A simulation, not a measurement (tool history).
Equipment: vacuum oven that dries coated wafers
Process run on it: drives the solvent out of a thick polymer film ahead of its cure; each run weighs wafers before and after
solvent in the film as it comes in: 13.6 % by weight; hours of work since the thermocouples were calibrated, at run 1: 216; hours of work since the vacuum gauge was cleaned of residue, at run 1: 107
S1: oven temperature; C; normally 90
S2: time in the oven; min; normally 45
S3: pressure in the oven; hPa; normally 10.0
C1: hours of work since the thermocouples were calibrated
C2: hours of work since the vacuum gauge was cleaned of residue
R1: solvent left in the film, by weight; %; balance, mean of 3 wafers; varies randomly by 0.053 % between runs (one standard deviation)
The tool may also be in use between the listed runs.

{"run": 1, "hour": 0.0, "S1": 90, "S2": 45, "S3": 10.0, "C1": 216, "C2": 107, "R1": 1.68}
{"run": 2, "hour": 10.1, "S1": 90, "S2": 45, "S3": 10.0, "C1": 223, "C2": 114, "R1": 1.64}
{"run": 3, "hour": 22.8, "S1": 90, "S2": 41, "S3": 10.0, "C1": 232, "C2": 122, "R1": 1.84}
{"run": 4, "hour": 30.6, "S1": 90, "S2": 41, "S3": 10.0, "C1": 237, "C2": 127, "R1": 1.94}
{"run": 5, "hour": 40.9, "S1": 90, "S2": 41, "S3": 10.0, "C1": 244, "C2": 134, "R1": 1.96}
{"run": 6, "hour": 49.3, "S1": 95, "S2": 45, "S3": 10.0, "C1": 249, "C2": 140, "R1": 1.07}
{"run": 7, "hour": 58.4, "S1": 95, "S2": 45, "S3": 10.0, "C1": 255, "C2": 146, "R1": 1.23}
{"run": 8, "hour": 67.3, "S1": 95, "S2": 45, "S3": 10.0, "C1": 261, "C2": 152, "R1": 1.18}
{"run": 9, "hour": 80.3, "S1": 90, "S2": 45, "S3": 21.0, "C1": 270, "C2": 161, "R1": 3.05}
{"run": 10, "hour": 93.3, "S1": 90, "S2": 45, "S3": 21.0, "C1": 279, "C2": 169, "R1": 3.06}
{"run": 11, "hour": 103.9, "S1": 90, "S2": 45, "S3": 21.0, "C1": 286, "C2": 176, "R1": 3.02}
{"run": 12, "hour": 112.7, "S1": 90, "S2": 45, "S3": 10.0, "C1": 292, "C2": 182, "R1": 1.75}
{"run": 13, "hour": 123.3, "S1": 90, "S2": 45, "S3": 10.0, "C1": 299, "C2": 189, "R1": 1.75}
{"run": 14, "hour": 132.2, "S1": 90, "S2": 45, "S3": 9.5, "C1": 305, "C2": 195, "R1": 1.63}
{"run": 15, "hour": 140.0, "S1": 90, "S2": 45, "S3": 10.0, "C1": 310, "C2": 200, "R1": 1.7}
{"hour": 142.5, "done": "vacuum gauge cleaned of residue and calibrated"}
{"run": 16, "hour": 151.4, "S1": 90, "S2": 45, "S3": 10.0, "C1": 316, "C2": 6, "R1": 1.79}
{"run": 17, "hour": 162.2, "S1": 90, "S2": 33, "S3": 10.0, "C1": 324, "C2": 13, "R1": 2.25}
{"run": 18, "hour": 174.1, "S1": 90, "S2": 31, "S3": 22.5, "C1": 332, "C2": 21, "R1": 3.94}
{"run": 19, "hour": 183.0, "S1": 104, "S2": 31, "S3": 30.6, "C1": 337, "C2": 27, "R1": 2.25}
{"run": 20, "hour": 194.5, "S1": 104, "S2": 31, "S3": 30.6, "C1": 345, "C2": 35, "R1": 2.22}
{"run": 21, "hour": 204.3, "S1": 84, "S2": 45, "S3": 10.0, "C1": 352, "C2": 41, "R1": 2.92}
{"hour": 208.6, "done": "vacuum gauge cleaned of residue and calibrated, once more"}
{"run": 22, "hour": 211.5, "S1": 84, "S2": 29, "S3": 5.1, "C1": 356, "C2": 2, "R1": 3.68}
{"run": 23, "hour": 219.7, "S1": 84, "S2": 34, "S3": 6.9, "C1": 361, "C2": 7, "R1": 3.25}
{"run": 24, "hour": 231.7, "S1": 90, "S2": 47, "S3": 12.7, "C1": 369, "C2": 15, "R1": 1.96}
{"run": 25, "hour": 240.0, "S1": 90, "S2": 44, "S3": 27.1, "C1": 374, "C2": 21, "R1": 3.83}
{"run": 26, "hour": 250.3, "S1": 90, "S2": 44, "S3": 27.1, "C1": 381, "C2": 28, "R1": 3.69}
{"run": 27, "hour": 259.0, "S1": 92, "S2": 28, "S3": 12.6, "C1": 387, "C2": 34, "R1": 2.64}
{"run": 28, "hour": 268.3, "S1": 99, "S2": 38, "S3": 10.0, "C1": 393, "C2": 40, "R1": 1.0}
{"run": 29, "hour": 274.3, "S1": 99, "S2": 38, "S3": 10.0, "C1": 397, "C2": 44, "R1": 0.95}
{"run": 30, "hour": 279.8, "S1": 99, "S2": 38, "S3": 10.0, "C1": 401, "C2": 47, "R1": 0.96}
{"run": 31, "hour": 290.8, "S1": 99, "S2": 38, "S3": 10.0, "C1": 408, "C2": 55, "R1": 0.96}
{"run": 32, "hour": 299.7, "S1": 90, "S2": 42, "S3": 10.0, "C1": 414, "C2": 61, "R1": 1.82}
{"run": 33, "hour": 311.6, "S1": 90, "S2": 42, "S3": 19.4, "C1": 422, "C2": 69, "R1": 2.98}

Consider 4 possible next runs. They are alternatives, not a sequence: every one starts from the tool as it was left by run 33. What does each give?
{"run": "A", "hour": 318.1, "S1": 90, "S2": 27, "S3": 27.6, "C1": 427, "C2": 73, "R1": "?"}
{"run": "B", "hour": 318.1, "S1": 90, "S2": 49, "S3": 8.9, "C1": 427, "C2": 73, "R1": "?"}
{"run": "C", "hour": 318.1, "S1": 87, "S2": 67, "S3": 10.0, "C1": 427, "C2": 73, "R1": "?"}
{"run": "D", "hour": 318.1, "S1": 96, "S2": 47, "S3": 15.7, "C1": 427, "C2": 73, "R1": "?"}

run=A R1=4.60
run=B R1=1.44
run=C R1=1.63
run=D R1=1.63
With no hidden state in the tool, these same runs would have given:
run=A R1=4.65
run=B R1=1.46
run=C R1=1.64
run=D R1=1.65

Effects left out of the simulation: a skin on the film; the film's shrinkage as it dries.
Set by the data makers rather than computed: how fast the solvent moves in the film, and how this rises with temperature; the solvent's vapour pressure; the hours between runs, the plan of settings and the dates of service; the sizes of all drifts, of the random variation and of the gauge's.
